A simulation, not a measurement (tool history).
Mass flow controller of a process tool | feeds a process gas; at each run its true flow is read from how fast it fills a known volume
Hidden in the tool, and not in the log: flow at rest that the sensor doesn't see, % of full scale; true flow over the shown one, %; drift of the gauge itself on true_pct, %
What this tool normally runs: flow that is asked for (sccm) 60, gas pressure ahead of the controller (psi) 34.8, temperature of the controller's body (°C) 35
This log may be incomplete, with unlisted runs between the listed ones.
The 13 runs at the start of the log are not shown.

run	day	flow that is asked for (sccm)	gas pressure ahead of the controller (psi)	temperature of the controller's body (°C)	hours of work since the controller was set to zero	hours of work since the controller was changed	true flow (%)
14	84.617	60	34.8	35	4363	4363	102.12
15	89.154	60	34.8	34	4401	4401	102.01
16	94.733	60	34.8	34	4447	4447	102.11
17	102.067	60	34.8	33	4508	4508	101.98
18	106.017	60	34.8	35	4540	4540	101.96
19	112.092	55	23.1	32	4591	4591	101.69
20	119.288	70	35.4	28	4650	4650	101.97
21	128.121	60	29.6	30	4723	4723	101.86
22	132.967	11	26.8	36	4763	4763	104.83
23	137.054	21	28.4	36	4797	4797	102.79
24	145.208	26	24.5	28	4865	4865	102.00
25	151.812	12	26.3	24	4919	4919	103.84
26	157.679	57	22.0	31	4968	4968	101.85
27	165.642	43	21.0	35	5034	5034	102.10
28	174.167	51	32.3	35	5104	5104	102.42
29	181.600	38	34.8	35	5166	5166	102.38
30	190.658	36	24.7	31	5241	5241	102.00
31	199.283	36	24.7	31	5312	5312	102.17
32	203.146	49	23.8	31	5344	5344	101.98
33	209.846	42	23.8	27	5399	5399	101.80
34	216.308	16	33.5	22	5453	5453	103.27
35	225.667	13	22.2	33	5530	5530	104.80

Predict each of these 3 candidate next runs independently; none follows another, all start after run 35:
A	234.717	60	34.8	21	5605	5605	?
B	234.717	80	40.2	35	5605	5605	?
C	234.717	29	21.0	25	5605	5605	?

run	true flow (%)
A	101.67
B	102.94
C	102.12
Stripped of hidden state, with their random variation kept, the same runs would have yielded:
run	true flow (%)
A	98.63
B	100.18
C	97.94

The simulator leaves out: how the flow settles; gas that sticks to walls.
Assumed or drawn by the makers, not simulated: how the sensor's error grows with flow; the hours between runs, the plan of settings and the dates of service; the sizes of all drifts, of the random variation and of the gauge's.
